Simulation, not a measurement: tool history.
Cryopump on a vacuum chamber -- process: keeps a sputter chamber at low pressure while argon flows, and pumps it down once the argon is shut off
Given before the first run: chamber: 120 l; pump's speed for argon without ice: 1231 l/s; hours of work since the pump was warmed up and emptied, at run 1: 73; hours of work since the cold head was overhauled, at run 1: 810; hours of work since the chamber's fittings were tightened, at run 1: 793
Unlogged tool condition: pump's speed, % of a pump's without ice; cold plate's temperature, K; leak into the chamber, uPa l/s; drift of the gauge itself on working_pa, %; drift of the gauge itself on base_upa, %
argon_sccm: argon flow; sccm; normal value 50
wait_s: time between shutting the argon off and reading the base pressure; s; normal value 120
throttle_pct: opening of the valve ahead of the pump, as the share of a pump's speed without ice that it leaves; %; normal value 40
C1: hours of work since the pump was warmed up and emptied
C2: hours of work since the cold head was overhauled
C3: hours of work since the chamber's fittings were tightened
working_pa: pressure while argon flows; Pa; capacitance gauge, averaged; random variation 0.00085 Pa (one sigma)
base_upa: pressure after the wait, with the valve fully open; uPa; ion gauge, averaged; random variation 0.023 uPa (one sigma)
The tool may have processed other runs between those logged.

Run 1, hour 0.0: usual settings; C1 73; C2 810; C3 793. Result: working_pa 0.1767 Pa, base_upa 1.18 uPa.
Run 2, hour 13.9: usual settings but wait_s 21 s; C1 82; C2 819; C3 802. Result: working_pa 0.1767 Pa, base_upa 3.91 uPa.
Run 3, hour 29.5: usual settings; C1 92; C2 829; C3 812. Result: working_pa 0.1781 Pa, base_upa 1.19 uPa.
Run 4, hour 49.2: usual settings; C1 105; C2 842; C3 825. Result: working_pa 0.1793 Pa, base_upa 1.19 uPa.
Run 5, hour 78.1: usual settings; C1 124; C2 862; C3 845. Result: working_pa 0.1800 Pa, base_upa 1.20 uPa.
Run 6, hour 90.9: usual settings but wait_s 51 s; C1 133; C2 870; C3 853. Result: working_pa 0.1802 Pa, base_upa 1.99 uPa.
Run 7, hour 120.3: usual settings but wait_s 51 s; C1 153; C2 890; C3 873. Result: working_pa 0.1810 Pa, base_upa 2.08 uPa.
Run 8, hour 134.4: usual settings but wait_s 51 s; C1 162; C2 899; C3 882. Result: working_pa 0.1809 Pa, base_upa 1.99 uPa.
Run 9, hour 166.3: usual settings but argon_sccm 25 sccm; C1 183; C2 920; C3 903. Result: working_pa 0.0922 Pa, base_upa 1.24 uPa.
Run 10, hour 189.9: usual settings but argon_sccm 30 sccm; C1 199; C2 936; C3 919. Result: working_pa 0.1114 Pa, base_upa 1.32 uPa.
Run 11, hour 214.8: usual settings but argon_sccm 30 sccm; C1 215; C2 952; C3 935. Result: working_pa 0.1105 Pa, base_upa 1.36 uPa.
Run 12, hour 240.9: usual settings but argon_sccm 30 sccm; C1 233; C2 970; C3 953. Result: working_pa 0.1113 Pa, base_upa 1.31 uPa.
Run 13, hour 255.4: usual settings but throttle_pct 25 %; C1 242; C2 979; C3 962. Result: working_pa 0.2883 Pa, base_upa 1.34 uPa.
Run 14, hour 277.9: usual settings but throttle_pct 30 %; C1 257; C2 994; C3 977. Result: working_pa 0.2449 Pa, base_upa 1.35 uPa.
Run 15, hour 297.9: usual settings but throttle_pct 30 %; C1 270; C2 1007; C3 990. Result: working_pa 0.2454 Pa, base_upa 1.39 uPa.
Run 16, hour 321.7: usual settings; C1 286; C2 1023; C3 1006. Result: working_pa 0.1884 Pa, base_upa 1.43 uPa.
Run 17, hour 347.2: usual settings but wait_s 139 s, throttle_pct 41 %; C1 303; C2 1040; C3 1023. Result: working_pa 0.1868 Pa, base_upa 1.34 uPa.
Run 18, hour 362.0: usual settings but argon_sccm 58 sccm, throttle_pct 42 %; C1 313; C2 1050; C3 1033. Result: working_pa 0.2134 Pa, base_upa 1.41 uPa.
Run 19, hour 385.0: usual settings but argon_sccm 58 sccm, wait_s 76 s, throttle_pct 42 %; C1 328; C2 1065; C3 1048. Result: working_pa 0.2134 Pa, base_upa 1.76 uPa.
Run 20, hour 405.3: usual settings but throttle_pct 58 %; C1 342; C2 1079; C3 1062. Result: working_pa 0.1408 Pa, base_upa 1.47 uPa.
At hour 439.7: pump warmed up, emptied and cooled again.
Run 21, hour 441.0: usual settings but wait_s 162 s; C1 1; C2 1099; C3 1082. Result: working_pa 0.1724 Pa, base_upa 1.14 uPa.
Run 22, hour 460.2: usual settings but wait_s 162 s; C1 14; C2 1112; C3 1095. Result: working_pa 0.1717 Pa, base_upa 1.10 uPa.
Run 23, hour 474.2: usual settings but wait_s 162 s; C1 23; C2 1121; C3 1104. Result: working_pa 0.1737 Pa, base_upa 1.11 uPa.
Run 24, hour 503.7: usual settings but wait_s 26 s, throttle_pct 34 %; C1 43; C2 1141; C3 1124. Result: working_pa 0.2045 Pa, base_upa 3.44 uPa.
Run 25, hour 521.6: usual settings but throttle_pct 35 %; C1 54; C2 1153; C3 1136. Result: working_pa 0.1993 Pa, base_upa 1.32 uPa.
Run 26, hour 545.6: usual settings but throttle_pct 35 %; C1 70; C2 1169; C3 1152. Result: working_pa 0.1997 Pa, base_upa 1.37 uPa.
Run 27, hour 566.7: usual settings but argon_sccm 28 sccm, wait_s 84 s, throttle_pct 54 %; C1 84; C2 1183; C3 1166. Result: working_pa 0.0746 Pa, base_upa 1.61 uPa.
Run 28, hour 585.8: usual settings but argon_sccm 63 sccm; C1 97; C2 1195; C3 1178. Result: working_pa 0.2232 Pa, base_upa 1.39 uPa.
Run 29, hour 602.8: usual settings but argon_sccm 63 sccm, wait_s 58 s, throttle_pct 30 %; C1 108; C2 1207; C3 1190. Result: working_pa 0.2962 Pa, base_upa 1.96 uPa.
Run 30, hour 633.3: usual settings but argon_sccm 26 sccm, wait_s 21 s, throttle_pct 30 %; C1 129; C2 1227; C3 1210. Result: working_pa 0.1237 Pa, base_upa 4.13 uPa.
Run 31, hour 653.3: usual settings but argon_sccm 78 sccm, wait_s 171 s, throttle_pct 16 %; C1 142; C2 1240; C3 1223. Result: working_pa 0.6817 Pa, base_upa 1.25 uPa.

Below, some changes in working_pa between adjacent runs. For each, the amount present without the hidden state too (settings, incoming material, random variation) and the amount remaining for the hidden state with gauge scatter not shared by both compared results:
Run 12 -> 13: argon_sccm 30 -> 50, throttle_pct 40 -> 25. working_pa +0.1770 Pa: hidden state +0.0062, all else +0.1708.
Run 20 -> 21: wait_s 120 -> 162, throttle_pct 58 -> 40, pump warmed up, emptied and cooled again. working_pa +0.0316 Pa: hidden state -0.0211, all else +0.0527.
Run 29 -> 30: argon_sccm 63 -> 26, wait_s 58 -> 21. working_pa -0.1725 Pa: hidden state -0.0043, all else -0.1682.
Run 30 -> 31: argon_sccm 26 -> 78, wait_s 21 -> 171, throttle_pct 30 -> 16. working_pa +0.5580 Pa: hidden state +0.0094, all else +0.5486.

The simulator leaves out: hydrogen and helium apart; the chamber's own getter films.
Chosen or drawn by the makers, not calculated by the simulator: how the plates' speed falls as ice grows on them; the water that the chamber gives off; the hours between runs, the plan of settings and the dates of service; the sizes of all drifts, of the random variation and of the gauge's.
